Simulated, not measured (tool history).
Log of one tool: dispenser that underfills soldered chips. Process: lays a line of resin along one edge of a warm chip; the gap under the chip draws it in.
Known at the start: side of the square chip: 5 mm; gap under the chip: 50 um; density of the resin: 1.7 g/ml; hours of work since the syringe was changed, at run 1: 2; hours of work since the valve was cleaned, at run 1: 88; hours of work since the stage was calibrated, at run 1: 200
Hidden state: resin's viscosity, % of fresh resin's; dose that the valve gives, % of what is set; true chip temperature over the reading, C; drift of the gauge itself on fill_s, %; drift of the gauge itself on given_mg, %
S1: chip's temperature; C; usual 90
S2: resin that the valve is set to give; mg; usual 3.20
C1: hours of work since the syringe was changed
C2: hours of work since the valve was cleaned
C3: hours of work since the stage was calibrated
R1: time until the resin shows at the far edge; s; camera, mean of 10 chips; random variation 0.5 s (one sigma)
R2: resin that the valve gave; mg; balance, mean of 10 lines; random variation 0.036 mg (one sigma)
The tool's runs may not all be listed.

run   hour   S1    S2  C1  C2   C3    R1    R2
  1    0.0   90  3.20   2  88  200  43.3  2.95
  2   12.1   90  2.95  10  96  208  64.2  2.73
      14.3  -- new syringe of resin
      17.6  -- dispensing valve cleaned and set on the balance
  3   25.4   98  2.95   7   5  216  38.2  2.90
      32.4  -- new syringe of resin
  4   33.2   98  2.95   1  10  222  27.8  2.97
  5   47.3   98  3.18  10  20  231  43.0  3.12
      49.4  -- new syringe of resin
  6   57.4   98  3.61   5  26  238  35.1  3.53
      66.0  -- new syringe of resin
  7   68.2   98  3.61   1  33  245  28.9  3.48
  8   77.3   88  3.20   8  40  251  61.3  3.16
      82.1  -- new syringe of resin
  9   85.6   88  3.20   2  45  256  47.9  3.05
 10   96.5   92  3.20  10  52  263  55.4  3.00
      98.4  -- new syringe of resin
 11  109.3   90  2.79   7  61  272  55.9  2.62
     114.7  -- new syringe of resin
 12  115.8   90  3.20   1  65  276  39.7  3.02
 13  123.7   90  3.20   6  70  281  49.9  3.06
     131.1  -- new syringe of resin
 14  135.0   90  3.20   3  78  289  43.6  2.93
 15  143.7   85  3.20   8  83  295  71.2  2.90
     147.6  -- new syringe of resin
 16  158.0   90  4.07   7  93  304  50.5  3.75
     163.9  -- new syringe of resin
     169.1  -- dispensing valve cleaned and set on the balance
 17  171.9   90  4.07   5   2  312  45.9  4.09
     181.0  -- new syringe of resin
 18  181.0   88  2.95   0   8  318  41.7  2.93
 19  186.9   90  3.30   4  12  322  46.6  3.28
     197.1  -- new syringe of resin
 20  201.2   90  3.30   3  21  332  42.6  3.19
     213.2  -- new syringe of resin
 21  214.1   95  2.81   1  30  340  31.8  2.70
 22  221.0   95  2.81   5  34  345  38.4  2.66
     230.2  -- new syringe of resin
 23  232.9   87  2.86   2  42  353  48.9  2.74
 24  242.4   98  2.86   8  48  359  40.8  2.70
     246.4  -- new syringe of resin
 25  251.0   99  4.19   3  54  365  28.0  3.98
 26  260.5   99  4.19   9  60  371  38.2  3.88
     262.6  -- new syringe of resin
 27  274.1  102  2.74   8  69  380  34.0  2.58
     278.5  -- new syringe of resin
     279.5  -- stage's temperature calibrated
 28  283.7  102  2.74   3  75    3  28.8  2.53
 29  294.4  105  3.21  10  82   10  33.7  3.03
     296.5  -- new syringe of resin
 30  308.9  104  2.78   8  92   20  35.8  2.59
     312.5  -- new syringe of resin
     321.7  -- dispensing valve cleaned and set on the balance
 31  321.7   99  3.96   6   0   27  35.7  3.92
     329.9  -- new syringe of resin
 32  334.7   88  3.96   3   9   36  51.9  3.91
 33  344.5   88  3.96  10  15   42  70.7  3.95
     346.8  -- new syringe of resin
 34  352.0   88  3.96   3  20   47  51.9  3.84

5 ways to go on from here, each from the tool as it stands after run 34. What would each give?
     363.2  -- new syringe of resin
  A  365.0   87  3.67   1  28  56   ?   ?
     363.2  -- new syringe of resin
  B  365.0   90  3.96   1  28  56   ?   ?
     363.2  -- new syringe of resin
  C  365.0  103  3.71   1  28  56   ?   ?
     363.2  -- new syringe of resin
  D  365.0   85  3.22   1  28  56   ?   ?
     363.2  -- new syringe of resin
  E  365.0   82  3.80   1  28  56   ?   ?

run    R1    R2
  A  48.7  3.63
  B  42.0  3.84
  C  24.5  3.64
  D  55.2  3.14
  E  62.3  3.68
Without the tool's hidden state the same runs would have given:
run    R1    R2
  A  45.2  3.73
  B  39.0  3.94
  C  22.8  3.74
  D  51.1  3.22
  E  57.8  3.78
